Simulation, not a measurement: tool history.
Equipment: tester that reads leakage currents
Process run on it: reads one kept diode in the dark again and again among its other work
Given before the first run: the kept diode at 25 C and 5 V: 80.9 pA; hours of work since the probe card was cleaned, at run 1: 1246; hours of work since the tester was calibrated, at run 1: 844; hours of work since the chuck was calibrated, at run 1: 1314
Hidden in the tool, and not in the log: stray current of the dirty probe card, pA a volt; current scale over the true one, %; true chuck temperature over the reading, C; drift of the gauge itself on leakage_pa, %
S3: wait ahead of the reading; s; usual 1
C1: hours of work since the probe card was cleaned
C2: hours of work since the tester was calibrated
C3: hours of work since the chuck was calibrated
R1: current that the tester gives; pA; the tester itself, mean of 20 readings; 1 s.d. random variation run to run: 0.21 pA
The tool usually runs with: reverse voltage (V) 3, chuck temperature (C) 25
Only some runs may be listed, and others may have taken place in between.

run 1 hour=0 | reverse_voltage_(V)=3 chuck_temperature_(C)=25 S3=1 | C1=1246 C2=844 C3=1314 | R1=68.23
run 2 hour=23.3 | reverse_voltage_(V)=3 chuck_temperature_(C)=25 S3=1 | C1=1262 C2=860 C3=1330 | R1=67.76
run 3 hour=59.8 | reverse_voltage_(V)=3 chuck_temperature_(C)=25 S3=1 | C1=1287 C2=885 C3=1355 | R1=68.01
run 4 hour=90.3 | reverse_voltage_(V)=3 chuck_temperature_(C)=25 S3=1 | C1=1308 C2=906 C3=1375 | R1=68.18
-- hour=114.7 chuck's temperature calibrated
run 5 hour=118.8 | reverse_voltage_(V)=3 chuck_temperature_(C)=25 S3=1 | C1=1326 C2=924 C3=3 | R1=72.63
run 6 hour=148.4 | reverse_voltage_(V)=3 chuck_temperature_(C)=25 S3=1 | C1=1347 C2=944 C3=23 | R1=72.7
run 7 hour=168.8 | reverse_voltage_(V)=3 chuck_temperature_(C)=25 S3=1 | C1=1361 C2=958 C3=37 | R1=72.54
run 8 hour=198.8 | reverse_voltage_(V)=3 chuck_temperature_(C)=25 S3=1.23 | C1=1381 C2=979 C3=58 | R1=72.49
run 9 hour=227.6 | reverse_voltage_(V)=3 chuck_temperature_(C)=30 S3=1 | C1=1401 C2=999 C3=77 | R1=109.54
run 10 hour=262.8 | reverse_voltage_(V)=3 chuck_temperature_(C)=30 S3=1.08 | C1=1425 C2=1023 C3=101 | R1=108.89
run 11 hour=283.2 | reverse_voltage_(V)=12.77 chuck_temperature_(C)=25 S3=1 | C1=1439 C2=1037 C3=115 | R1=131.37
run 12 hour=309.1 | reverse_voltage_(V)=3 chuck_temperature_(C)=25 S3=0.3 | C1=1457 C2=1054 C3=133 | R1=75.08
run 13 hour=333.6 | reverse_voltage_(V)=1.85 chuck_temperature_(C)=25 S3=1 | C1=1473 C2=1071 C3=150 | R1=60.5
run 14 hour=361.3 | reverse_voltage_(V)=3 chuck_temperature_(C)=43 S3=1 | C1=1492 C2=1090 C3=169 | R1=306.75
-- hour=367.7 probe card cleaned and baked
run 15 hour=383.8 | reverse_voltage_(V)=2.49 chuck_temperature_(C)=25 S3=1 | C1=11 C2=1104 C3=182 | R1=68.27
run 16 hour=408.1 | reverse_voltage_(V)=2.49 chuck_temperature_(C)=25 S3=1 | C1=28 C2=1120 C3=199 | R1=68.6
run 17 hour=442.3 | reverse_voltage_(V)=3 chuck_temperature_(C)=25 S3=1 | C1=51 C2=1144 C3=222 | R1=73.83
run 18 hour=470.4 | reverse_voltage_(V)=3 chuck_temperature_(C)=25 S3=1 | C1=70 C2=1163 C3=241 | R1=73.83
-- hour=492.9 probe card cleaned and baked, once more
run 19 hour=492.9 | reverse_voltage_(V)=3 chuck_temperature_(C)=25 S3=1 | C1=0 C2=1176 C3=255 | R1=69.1
run 20 hour=525.9 | reverse_voltage_(V)=3 chuck_temperature_(C)=25 S3=1 | C1=23 C2=1199 C3=277 | R1=68.55
run 21 hour=548.1 | reverse_voltage_(V)=16.19 chuck_temperature_(C)=40 S3=1 | C1=38 C2=1214 C3=293 | R1=432.95
run 22 hour=563.6 | reverse_voltage_(V)=16.19 chuck_temperature_(C)=40 S3=1 | C1=48 C2=1225 C3=303 | R1=433.68
run 23 hour=595.8 | reverse_voltage_(V)=2.4 chuck_temperature_(C)=26 S3=2.7 | C1=70 C2=1247 C3=325 | R1=69.1
run 24 hour=619.8 | reverse_voltage_(V)=3 chuck_temperature_(C)=31 S3=1 | C1=87 C2=1263 C3=342 | R1=114.99
run 25 hour=638.6 | reverse_voltage_(V)=12.53 chuck_temperature_(C)=31 S3=2.09 | C1=100 C2=1276 C3=355 | R1=188.67
run 26 hour=667.4 | reverse_voltage_(V)=3.14 chuck_temperature_(C)=25 S3=1 | C1=120 C2=1296 C3=374 | R1=70.04

Run 27 has not been measured yet. What should we expect?
run 27 hour=704.1 | reverse_voltage_(V)=3 chuck_temperature_(C)=58 S3=6.61 | C1=145 C2=1321 C3=399 | R1=?

R1: 912.53 pA
Had the tool carried no hidden state, the very same run would have given R1 915.8 pA.
